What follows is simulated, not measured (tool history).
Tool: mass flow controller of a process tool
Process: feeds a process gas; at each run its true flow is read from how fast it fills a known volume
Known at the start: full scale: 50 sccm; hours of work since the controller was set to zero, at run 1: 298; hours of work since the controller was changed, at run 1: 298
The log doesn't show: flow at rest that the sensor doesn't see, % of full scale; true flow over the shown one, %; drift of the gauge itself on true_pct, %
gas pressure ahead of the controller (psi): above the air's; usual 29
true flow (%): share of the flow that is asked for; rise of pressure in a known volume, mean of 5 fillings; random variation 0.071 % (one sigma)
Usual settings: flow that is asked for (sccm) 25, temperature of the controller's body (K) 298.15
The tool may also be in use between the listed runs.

run,day,flow that is asked for (sccm),gas pressure ahead of the controller (psi),temperature of the controller's body (K),hours of work since the controller was set to zero,hours of work since the controller was changed,true flow (%)
1,0,25,29,298.15,298,298,99.55
2,5.771,25,29,298.15,363,363,99.65
3,9.862,25,33.8,298.15,409,409,99.73
4,15.662,25,33.8,298.15,473,473,99.66
5,22.95,25,29,298.15,555,555,99.23
6,28.567,25,29,298.15,617,617,99.38
7,33.096,25,29,298.15,668,668,99.2
8,38.458,25,29,298.15,728,728,99.19
9,42.212,25,29,298.15,770,770,99.29
10,49.062,25,29,298.15,846,846,99.22
11,53.904,5,29,298.15,900,900,97.9
12,57.821,5,29,298.15,944,944,97.86
13,64.096,5,29,298.15,1014,1014,97.62
# day 64.658: controller's zero set anew
14,68.517,5,29,298.15,43,1063,97.31
15,72.658,5,29,298.15,89,1110,97.14
16,77.671,5,29,298.15,145,1166,96.85
17,84.117,48,29,298.15,217,1238,99.15
# day 86.262: controller's zero set anew, once more
18,91.646,48,29,298.15,60,1321,99.23

The next listed run, before its measurement:
19,94.938,25,40.5,298.15,97,1358,?

true flow (%): 99.38
Without the tool's hidden state the same run would have given true flow (%) 100.13.
